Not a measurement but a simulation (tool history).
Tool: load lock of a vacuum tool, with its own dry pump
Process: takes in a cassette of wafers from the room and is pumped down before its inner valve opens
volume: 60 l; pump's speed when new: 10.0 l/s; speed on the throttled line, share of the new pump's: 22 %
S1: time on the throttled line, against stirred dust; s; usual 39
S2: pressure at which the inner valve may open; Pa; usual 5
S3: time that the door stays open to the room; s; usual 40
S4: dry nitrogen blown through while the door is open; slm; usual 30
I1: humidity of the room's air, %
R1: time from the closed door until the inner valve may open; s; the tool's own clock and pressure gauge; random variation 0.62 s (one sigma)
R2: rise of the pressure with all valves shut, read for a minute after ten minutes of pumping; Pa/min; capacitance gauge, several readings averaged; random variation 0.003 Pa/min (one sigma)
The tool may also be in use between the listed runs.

| run | hour | S1 | S2 | S3 | S4 | I1 | R1 | R2 |
|---|---|---|---|---|---|---|---|---|
| 1 | 0.0 | 39 | 5 | 40 | 30 | 45.4 | 91.3 | 0.039 |
| 2 | 128.9 | 39 | 5 | 40 | 30 | 45.5 | 92.4 | 0.038 |
| 3 | 271.1 | 39 | 4 | 40 | 30 | 45.3 | 93.5 | 0.040 |
| 4 | 380.9 | 39 | 5 | 86 | 30 | 44.8 | 92.8 | 0.044 |
| 5 | 494.8 | 39 | 5 | 86 | 30 | 47.1 | 92.1 | 0.052 |
| 6 | 589.8 | 39 | 4 | 40 | 30 | 48.2 | 95.0 | 0.044 |
| 7 | 729.4 | 39 | 5 | 40 | 30 | 47.3 | 92.1 | 0.045 |
| 8 | 815.9 | 29 | 5 | 84 | 7 | 45.5 | 84.4 | 0.069 |
| 9 | 945.1 | 40 | 9 | 84 | 4 | 45.2 | 88.3 | 0.080 |
| 10 | 1004.7 | 48 | 9 | 40 | 30 | 46.6 | 96.1 | 0.046 |
| 11 | 1093.2 | 31 | 7 | 127 | 30 | 44.0 | 84.3 | 0.055 |
| 12 | 1218.1 | 31 | 7 | 127 | 30 | 49.0 | 83.8 | 0.060 |
| 13 | 1276.5 | 37 | 7 | 40 | 30 | 42.6 | 89.1 | 0.048 |

4 ways to go on from here, each from the tool as it stands after run 13. What would each give?
| A | 1415.5 | 78 | 7 | 40 | 36 | 45.5 | ? | ? |
| B | 1415.5 | 37 | 4 | 56 | 19 | 44.2 | ? | ? |
| C | 1415.5 | 20 | 7 | 216 | 5 | 43.9 | ? | ? |
| D | 1415.5 | 37 | 8 | 125 | 30 | 46.5 | ? | ? |

| run | R1 | R2 |
|---|---|---|
| A | 120.4 | 0.039 |
| B | 93.2 | 0.059 |
| C | 76.2 | 0.099 |
| D | 89.0 | 0.061 |
Without the tool's hidden state the same runs would have given:
| run | R1 | R2 |
|---|---|---|
| A | 118.8 | 0.024 |
| B | 91.0 | 0.044 |
| C | 74.0 | 0.084 |
| D | 86.9 | 0.046 |

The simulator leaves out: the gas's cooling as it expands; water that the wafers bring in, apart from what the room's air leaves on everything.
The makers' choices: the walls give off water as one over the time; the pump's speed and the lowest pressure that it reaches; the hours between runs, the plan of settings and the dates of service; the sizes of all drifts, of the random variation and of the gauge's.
